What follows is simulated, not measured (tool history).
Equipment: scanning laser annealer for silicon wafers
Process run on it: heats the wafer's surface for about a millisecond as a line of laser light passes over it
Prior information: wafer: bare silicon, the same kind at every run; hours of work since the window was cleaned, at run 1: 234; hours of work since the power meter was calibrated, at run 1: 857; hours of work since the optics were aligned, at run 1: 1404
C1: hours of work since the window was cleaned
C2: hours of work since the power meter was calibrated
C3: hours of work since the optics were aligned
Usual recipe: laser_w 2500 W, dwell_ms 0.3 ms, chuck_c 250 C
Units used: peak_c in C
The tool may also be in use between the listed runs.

{"run": 1, "day": 0.0, "laser_w": 2500, "dwell_ms": 0.3, "chuck_c": 250, "C1": 234, "C2": 857, "C3": 1404, "peak_c": 968}
{"run": 2, "day": 1.321, "laser_w": 2500, "dwell_ms": 0.3, "chuck_c": 250, "C1": 254, "C2": 877, "C3": 1424, "peak_c": 965}
{"run": 3, "day": 2.421, "laser_w": 2500, "dwell_ms": 0.3, "chuck_c": 250, "C1": 272, "C2": 895, "C3": 1441, "peak_c": 967}
{"run": 4, "day": 3.271, "laser_w": 2500, "dwell_ms": 0.3, "chuck_c": 250, "C1": 285, "C2": 908, "C3": 1455, "peak_c": 966}
{"run": 5, "day": 4.242, "laser_w": 2500, "dwell_ms": 0.3, "chuck_c": 250, "C1": 300, "C2": 923, "C3": 1470, "peak_c": 964}
{"run": 6, "day": 5.212, "laser_w": 2270, "dwell_ms": 0.309, "chuck_c": 250, "C1": 315, "C2": 938, "C3": 1485, "peak_c": 912}
{"run": 7, "day": 6.712, "laser_w": 2270, "dwell_ms": 0.309, "chuck_c": 250, "C1": 338, "C2": 961, "C3": 1508, "peak_c": 913}
{"run": 8, "day": 8.046, "laser_w": 2564, "dwell_ms": 0.231, "chuck_c": 250, "C1": 359, "C2": 982, "C3": 1529, "peak_c": 900}
{"run": 9, "day": 9.121, "laser_w": 2564, "dwell_ms": 0.231, "chuck_c": 250, "C1": 376, "C2": 998, "C3": 1545, "peak_c": 906}
{"run": 10, "day": 10.092, "laser_w": 2361, "dwell_ms": 0.298, "chuck_c": 286, "C1": 391, "C2": 1014, "C3": 1560, "peak_c": 962}

Alternative continuations, all from the tool just after run 10; predict every row:
{"run": "A", "day": 10.988, "laser_w": 2361, "dwell_ms": 0.298, "chuck_c": 289, "C1": 404, "C2": 1027, "C3": 1574, "peak_c": "?"}
{"run": "B", "day": 10.988, "laser_w": 2285, "dwell_ms": 0.35, "chuck_c": 268, "C1": 404, "C2": 1027, "C3": 1574, "peak_c": "?"}
{"run": "C", "day": 10.988, "laser_w": 2638, "dwell_ms": 0.308, "chuck_c": 227, "C1": 404, "C2": 1027, "C3": 1574, "peak_c": "?"}
{"run": "D", "day": 10.988, "laser_w": 2736, "dwell_ms": 0.305, "chuck_c": 219, "C1": 404, "C2": 1027, "C3": 1574, "peak_c": "?"}

run=A peak_c=964
run=B peak_c=973
run=C peak_c=985
run=D peak_c=1002
With the hidden condition removed and each run's random variation left untouched, the same runs would have given:
run=A peak_c=965
run=B peak_c=974
run=C peak_c=986
run=D peak_c=1002
